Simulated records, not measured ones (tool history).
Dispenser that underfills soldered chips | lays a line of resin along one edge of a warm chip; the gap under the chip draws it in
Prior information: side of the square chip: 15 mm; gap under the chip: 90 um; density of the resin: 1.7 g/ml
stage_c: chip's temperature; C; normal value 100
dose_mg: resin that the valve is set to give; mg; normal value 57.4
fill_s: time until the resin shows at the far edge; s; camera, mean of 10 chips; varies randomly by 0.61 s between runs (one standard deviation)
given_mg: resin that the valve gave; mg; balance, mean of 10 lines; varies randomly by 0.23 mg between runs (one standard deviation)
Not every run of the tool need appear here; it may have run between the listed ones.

{"run": 1, "hour": 0.0, "stage_c": 100, "dose_mg": 57.4, "fill_s": 85.5, "given_mg": 52.23}
{"hour": 5.5, "done": "dispensing valve cleaned and set on the balance"}
{"run": 2, "hour": 5.5, "stage_c": 100, "dose_mg": 57.4, "fill_s": 101.7, "given_mg": 57.68}
{"hour": 7.0, "done": "new syringe of resin"}
{"run": 3, "hour": 11.0, "stage_c": 100, "dose_mg": 57.4, "fill_s": 66.9, "given_mg": 56.97}
{"run": 4, "hour": 17.1, "stage_c": 100, "dose_mg": 57.4, "fill_s": 85.8, "given_mg": 57.06}
{"hour": 22.8, "done": "new syringe of resin"}
{"run": 5, "hour": 23.1, "stage_c": 100, "dose_mg": 57.4, "fill_s": 56.1, "given_mg": 56.99}
{"run": 6, "hour": 26.7, "stage_c": 100, "dose_mg": 57.4, "fill_s": 65.6, "given_mg": 57.08}
{"run": 7, "hour": 33.2, "stage_c": 100, "dose_mg": 57.4, "fill_s": 84.9, "given_mg": 56.37}
{"hour": 38.4, "done": "new syringe of resin"}
{"run": 8, "hour": 38.7, "stage_c": 100, "dose_mg": 57.4, "fill_s": 54.9, "given_mg": 55.96}
{"run": 9, "hour": 43.1, "stage_c": 100, "dose_mg": 57.4, "fill_s": 67.0, "given_mg": 55.88}
{"run": 10, "hour": 48.6, "stage_c": 100, "dose_mg": 57.4, "fill_s": 85.8, "given_mg": 55.6}
{"hour": 54.0, "done": "new syringe of resin"}
{"run": 11, "hour": 55.4, "stage_c": 100, "dose_mg": 57.4, "fill_s": 58.4, "given_mg": 55.64}
{"run": 12, "hour": 61.9, "stage_c": 90, "dose_mg": 57.4, "fill_s": 113.1, "given_mg": 55.51}
{"run": 13, "hour": 67.2, "stage_c": 90, "dose_mg": 57.4, "fill_s": 139.2, "given_mg": 54.91}
{"hour": 69.6, "done": "new syringe of resin"}
{"run": 14, "hour": 72.0, "stage_c": 90, "dose_mg": 57.4, "fill_s": 89.6, "given_mg": 55.35}
{"run": 15, "hour": 77.8, "stage_c": 90, "dose_mg": 57.4, "fill_s": 114.0, "given_mg": 54.96}
{"run": 16, "hour": 83.1, "stage_c": 90, "dose_mg": 57.4, "fill_s": 145.1, "given_mg": 55.16}
{"hour": 85.3, "done": "new syringe of resin"}
{"run": 17, "hour": 89.8, "stage_c": 90, "dose_mg": 62.7, "fill_s": 96.8, "given_mg": 59.35}
{"run": 18, "hour": 93.2, "stage_c": 90, "dose_mg": 62.7, "fill_s": 109.7, "given_mg": 59.77}
{"run": 19, "hour": 99.7, "stage_c": 90, "dose_mg": 62.7, "fill_s": 149.2, "given_mg": 59.69}
{"hour": 100.9, "done": "new syringe of resin"}
{"run": 20, "hour": 106.1, "stage_c": 90, "dose_mg": 49.2, "fill_s": 101.6, "given_mg": 46.35}
{"run": 21, "hour": 111.3, "stage_c": 99, "dose_mg": 55.4, "fill_s": 91.4, "given_mg": 52.21}
{"run": 22, "hour": 114.4, "stage_c": 103, "dose_mg": 57.4, "fill_s": 91.0, "given_mg": 53.81}
{"hour": 116.7, "done": "new syringe of resin"}
{"run": 23, "hour": 119.0, "stage_c": 100, "dose_mg": 49.0, "fill_s": 63.5, "given_mg": 45.91}
{"run": 24, "hour": 124.1, "stage_c": 90, "dose_mg": 49.0, "fill_s": 111.8, "given_mg": 45.95}
{"run": 25, "hour": 127.3, "stage_c": 103, "dose_mg": 53.5, "fill_s": 79.3, "given_mg": 50.0}
{"hour": 132.3, "done": "new syringe of resin"}
{"run": 26, "hour": 132.3, "stage_c": 102, "dose_mg": 50.0, "fill_s": 53.2, "given_mg": 46.91}
{"run": 27, "hour": 137.4, "stage_c": 102, "dose_mg": 50.0, "fill_s": 68.1, "given_mg": 46.52}
{"run": 28, "hour": 143.9, "stage_c": 86, "dose_mg": 51.6, "fill_s": 159.6, "given_mg": 47.8}
{"hour": 148.1, "done": "new syringe of resin"}
{"run": 29, "hour": 150.6, "stage_c": 114, "dose_mg": 66.4, "fill_s": 39.0, "given_mg": 60.75}
{"run": 30, "hour": 156.2, "stage_c": 114, "dose_mg": 66.4, "fill_s": 49.2, "given_mg": 60.73}
{"run": 31, "hour": 161.7, "stage_c": 86, "dose_mg": 56.1, "fill_s": 173.1, "given_mg": 51.22}
{"hour": 163.8, "done": "new syringe of resin"}
{"run": 32, "hour": 164.9, "stage_c": 94, "dose_mg": 56.1, "fill_s": 74.0, "given_mg": 51.06}
{"run": 33, "hour": 170.7, "stage_c": 98, "dose_mg": 60.0, "fill_s": 82.9, "given_mg": 54.57}
{"run": 34, "hour": 175.6, "stage_c": 98, "dose_mg": 60.0, "fill_s": 102.3, "given_mg": 54.47}
{"hour": 179.3, "done": "new syringe of resin"}
{"run": 35, "hour": 180.3, "stage_c": 109, "dose_mg": 54.2, "fill_s": 43.7, "given_mg": 49.1}
{"hour": 184.0, "done": "dispensing valve cleaned and set on the balance"}
{"run": 36, "hour": 184.0, "stage_c": 100, "dose_mg": 59.9, "fill_s": 65.9, "given_mg": 59.8}
{"run": 37, "hour": 189.8, "stage_c": 86, "dose_mg": 61.3, "fill_s": 138.0, "given_mg": 61.33}

Predict each of these 3 candidate next runs independently; none follows another, all start after run 37:
{"hour": 195.9, "done": "new syringe of resin"}
{"run": "A", "hour": 196.0, "stage_c": 102, "dose_mg": 57.4, "fill_s": "?", "given_mg": "?"}
{"hour": 195.9, "done": "new syringe of resin"}
{"run": "B", "hour": 196.0, "stage_c": 88, "dose_mg": 67.0, "fill_s": "?", "given_mg": "?"}
{"hour": 195.9, "done": "new syringe of resin"}
{"run": "C", "hour": 196.0, "stage_c": 113, "dose_mg": 66.0, "fill_s": "?", "given_mg": "?"}

run=A fill_s=52.4 given_mg=57.53
run=B fill_s=87.0 given_mg=66.22
run=C fill_s=37.0 given_mg=65.76
What these runs would have given with no unlogged condition in the tool:
run=A fill_s=49.0 given_mg=57.82
run=B fill_s=81.1 given_mg=66.56
run=C fill_s=34.8 given_mg=66.09

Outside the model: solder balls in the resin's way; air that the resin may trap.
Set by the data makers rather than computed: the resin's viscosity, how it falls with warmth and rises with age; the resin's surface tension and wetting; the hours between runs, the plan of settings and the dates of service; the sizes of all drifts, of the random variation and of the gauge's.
